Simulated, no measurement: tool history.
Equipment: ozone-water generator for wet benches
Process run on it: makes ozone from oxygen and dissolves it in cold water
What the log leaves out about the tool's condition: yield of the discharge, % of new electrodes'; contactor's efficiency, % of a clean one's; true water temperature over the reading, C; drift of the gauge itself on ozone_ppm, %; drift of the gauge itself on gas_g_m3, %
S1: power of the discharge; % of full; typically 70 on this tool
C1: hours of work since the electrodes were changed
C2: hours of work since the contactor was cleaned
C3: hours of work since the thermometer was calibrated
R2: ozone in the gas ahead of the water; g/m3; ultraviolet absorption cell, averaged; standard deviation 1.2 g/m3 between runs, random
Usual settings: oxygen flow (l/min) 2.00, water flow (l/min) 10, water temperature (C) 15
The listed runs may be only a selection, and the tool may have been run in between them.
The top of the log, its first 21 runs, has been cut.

Run 22, hour 473.8: usual settings but S1 78 % of full, water temperature (C) 20; C1 1272; C2 5155; C3 234. Result: dissolved ozone (ppm) 22.3, R2 237.9 g/m3.
Run 23, hour 499.0: usual settings but S1 50 % of full, oxygen flow (l/min) 2.68, water flow (l/min) 9, water temperature (C) 11; C1 1292; C2 5176; C3 255. Result: dissolved ozone (ppm) 19.4, R2 141.7 g/m3.
Run 24, hour 525.9: usual settings but S1 46 % of full, oxygen flow (l/min) 2.68, water flow (l/min) 13, water temperature (C) 11; C1 1315; C2 5198; C3 277. Result: dissolved ozone (ppm) 13.5, R2 135.3 g/m3.
Run 25, hour 545.3: usual settings but S1 81 % of full, oxygen flow (l/min) 1.67, water flow (l/min) 6, water temperature (C) 11; C1 1330; C2 5213; C3 293. Result: dissolved ozone (ppm) 38.0, R2 278.6 g/m3.
Run 26, hour 573.4: usual settings but S1 76 % of full, oxygen flow (l/min) 1.88, water temperature (C) 8; C1 1353; C2 5237; C3 316. Result: dissolved ozone (ppm) 24.8, R2 246.1 g/m3.
Run 27, hour 586.5: usual settings but S1 76 % of full, oxygen flow (l/min) 1.88, water flow (l/min) 12, water temperature (C) 8; C1 1364; C2 5247; C3 327. Result: dissolved ozone (ppm) 21.0, R2 244.4 g/m3.
Run 28, hour 611.0: usual settings but S1 76 % of full, oxygen flow (l/min) 1.88, water flow (l/min) 12, water temperature (C) 8; C1 1384; C2 5267; C3 347. Result: dissolved ozone (ppm) 21.1, R2 240.7 g/m3.
Run 29, hour 630.1: usual settings but S1 67 % of full, oxygen flow (l/min) 3.30, water temperature (C) 17; C1 1400; C2 5283; C3 363. Result: dissolved ozone (ppm) 19.9, R2 155.9 g/m3.
Run 30, hour 644.7: usual settings but oxygen flow (l/min) 1.36, water flow (l/min) 7, water temperature (C) 8; C1 1412; C2 5295; C3 375. Result: dissolved ozone (ppm) 31.3, R2 283.8 g/m3.
Run 31, hour 670.1: usual settings but oxygen flow (l/min) 1.36, water flow (l/min) 7, water temperature (C) 8; C1 1433; C2 5316; C3 395. Result: dissolved ozone (ppm) 31.1, R2 284.6 g/m3.
Run 32, hour 691.9: usual settings but S1 99 % of full, oxygen flow (l/min) 1.93, water flow (l/min) 7, water temperature (C) 16; C1 1451; C2 5334; C3 413. Result: dissolved ozone (ppm) 36.3, R2 290.6 g/m3.
Run 33, hour 715.1: usual settings but S1 58 % of full, oxygen flow (l/min) 1.93, water flow (l/min) 11, water temperature (C) 16; C1 1470; C2 5353; C3 432. Result: dissolved ozone (ppm) 17.4, R2 196.5 g/m3.
Run 34, hour 742.7: usual settings but S1 61 % of full, oxygen flow (l/min) 2.34, water flow (l/min) 7, water temperature (C) 16; C1 1492; C2 5375; C3 455. Result: dissolved ozone (ppm) 25.0, R2 183.1 g/m3.

Branching from run 34: 3 alternative next runs. What would each branch give?
Run A, hour 774.7: usual settings but S1 95 % of full, oxygen flow (l/min) 1.87, water flow (l/min) 7, water temperature (C) 16; C1 1519; C2 5402; C3 481. Result: dissolved ozone (ppm) ?, R2 ?.
Run B, hour 774.7: usual settings but S1 44 % of full, oxygen flow (l/min) 2.18, water flow (l/min) 15; C1 1519; C2 5402; C3 481. Result: dissolved ozone (ppm) ?, R2 ?.
Run C, hour 774.7: usual settings but oxygen flow (l/min) 2.43; C1 1519; C2 5402; C3 481. Result: dissolved ozone (ppm) ?, R2 ?.

run  dissolved ozone (ppm)     R2
  A                   35.5  287.3
  B                   11.1  150.4
  C                   21.6  193.9
Stripped of hidden state, with their random variation kept, the same runs would have yielded:
run  dissolved ozone (ppm)     R2
  A                   35.6  287.5
  B                   11.1  150.4
  C                   21.6  194.0
